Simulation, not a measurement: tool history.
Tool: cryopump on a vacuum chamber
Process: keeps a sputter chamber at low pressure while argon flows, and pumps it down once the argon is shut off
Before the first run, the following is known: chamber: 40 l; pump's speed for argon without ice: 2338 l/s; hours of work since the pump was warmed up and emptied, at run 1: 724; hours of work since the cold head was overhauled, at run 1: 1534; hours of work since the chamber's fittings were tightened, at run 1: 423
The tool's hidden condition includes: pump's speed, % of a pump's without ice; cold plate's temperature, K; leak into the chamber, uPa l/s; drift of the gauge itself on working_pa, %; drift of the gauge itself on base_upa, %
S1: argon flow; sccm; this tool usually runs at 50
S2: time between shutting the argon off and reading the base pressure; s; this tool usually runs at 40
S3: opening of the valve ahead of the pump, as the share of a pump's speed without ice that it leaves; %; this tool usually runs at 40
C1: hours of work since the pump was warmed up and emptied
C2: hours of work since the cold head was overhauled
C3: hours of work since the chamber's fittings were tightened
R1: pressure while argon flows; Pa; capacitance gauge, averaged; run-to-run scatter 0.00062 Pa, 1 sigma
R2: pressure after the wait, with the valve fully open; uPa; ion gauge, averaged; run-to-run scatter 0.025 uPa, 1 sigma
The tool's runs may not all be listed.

Run 1, day 0.000: usual settings; C1 724; C2 1534; C3 423. Result: R1 0.0956 Pa, R2 1.30 uPa.
Run 2, day 2.154: usual settings; C1 757; C2 1567; C3 456. Result: R1 0.0959 Pa, R2 1.35 uPa.
Run 3, day 3.462: usual settings; C1 777; C2 1586; C3 476. Result: R1 0.0959 Pa, R2 1.33 uPa.
At day 5.962: pump warmed up, emptied and cooled again.
Run 4, day 6.267: usual settings; C1 5; C2 1626; C3 515. Result: R1 0.0912 Pa, R2 1.30 uPa.
Run 5, day 7.754: usual settings; C1 27; C2 1648; C3 537. Result: R1 0.0912 Pa, R2 1.36 uPa.
Run 6, day 9.192: usual settings; C1 49; C2 1669; C3 559. Result: R1 0.0926 Pa, R2 1.40 uPa.
Run 7, day 11.321: usual settings; C1 81; C2 1702; C3 591. Result: R1 0.0912 Pa, R2 1.37 uPa.
Run 8, day 12.608: usual settings; C1 100; C2 1721; C3 610. Result: R1 0.0926 Pa, R2 1.41 uPa.
Run 9, day 15.092: usual settings; C1 137; C2 1758; C3 647. Result: R1 0.0944 Pa, R2 1.42 uPa.
Run 10, day 17.629: usual settings; C1 176; C2 1796; C3 686. Result: R1 0.0910 Pa, R2 1.44 uPa.
Run 11, day 18.858: usual settings; C1 194; C2 1815; C3 704. Result: R1 0.0921 Pa, R2 1.49 uPa.
Run 12, day 21.050: usual settings but S1 81 sccm, S2 222 s; C1 227; C2 1848; C3 737. Result: R1 0.1499 Pa, R2 0.72 uPa.
Run 13, day 22.617: usual settings but S1 48 sccm, S2 222 s, S3 34 %; C1 251; C2 1872; C3 761. Result: R1 0.1042 Pa, R2 0.69 uPa.
Run 14, day 24.767: usual settings but S1 20 sccm, S2 32 s, S3 49 %; C1 283; C2 1904; C3 793. Result: R1 0.0308 Pa, R2 1.71 uPa.
Run 15, day 26.425: usual settings but S1 20 sccm, S2 32 s, S3 49 %; C1 308; C2 1929; C3 818. Result: R1 0.0308 Pa, R2 1.74 uPa.
Run 16, day 28.888: usual settings but S1 20 sccm, S2 32 s, S3 27 %; C1 345; C2 1966; C3 855. Result: R1 0.0546 Pa, R2 1.73 uPa.
Run 17, day 30.517: usual settings but S1 98 sccm, S2 42 s, S3 19 %; C1 369; C2 1990; C3 879. Result: R1 0.3838 Pa, R2 1.50 uPa.
Run 18, day 32.217: usual settings but S1 98 sccm, S2 42 s, S3 19 %; C1 395; C2 2016; C3 905. Result: R1 0.3786 Pa, R2 1.49 uPa.
Run 19, day 34.304: usual settings but S2 108 s; C1 426; C2 2047; C3 936. Result: R1 0.0946 Pa, R2 1.03 uPa.
Run 20, day 35.471: usual settings but S2 49 s, S3 29 %; C1 444; C2 2065; C3 954. Result: R1 0.1292 Pa, R2 1.44 uPa.
Run 21, day 36.725: usual settings but S1 24 sccm, S2 26 s, S3 59 %; C1 463; C2 2084; C3 973. Result: R1 0.0321 Pa, R2 2.18 uPa.
Run 22, day 39.188: usual settings but S1 34 sccm, S2 189 s, S3 24 %; C1 500; C2 2121; C3 1010. Result: R1 0.1052 Pa, R2 0.93 uPa.

What differs in the tool's unlogged condition from the final listed run ahead of each entry between runs to the first listed run following it?
Run 3 -> run 4: pump warmed up, emptied and cooled again (day 5.962)
  pump's speed, % of a pump's without ice: 87.9 -> 99.2; cold plate's temperature, K: 12.92 -> 12.94; leak into the chamber, uPa l/s: 869 -> 916
  measured less the result without the state, R1: +0.0057 -> +0.0010 Pa; R2: +0.30 -> +0.28 uPa
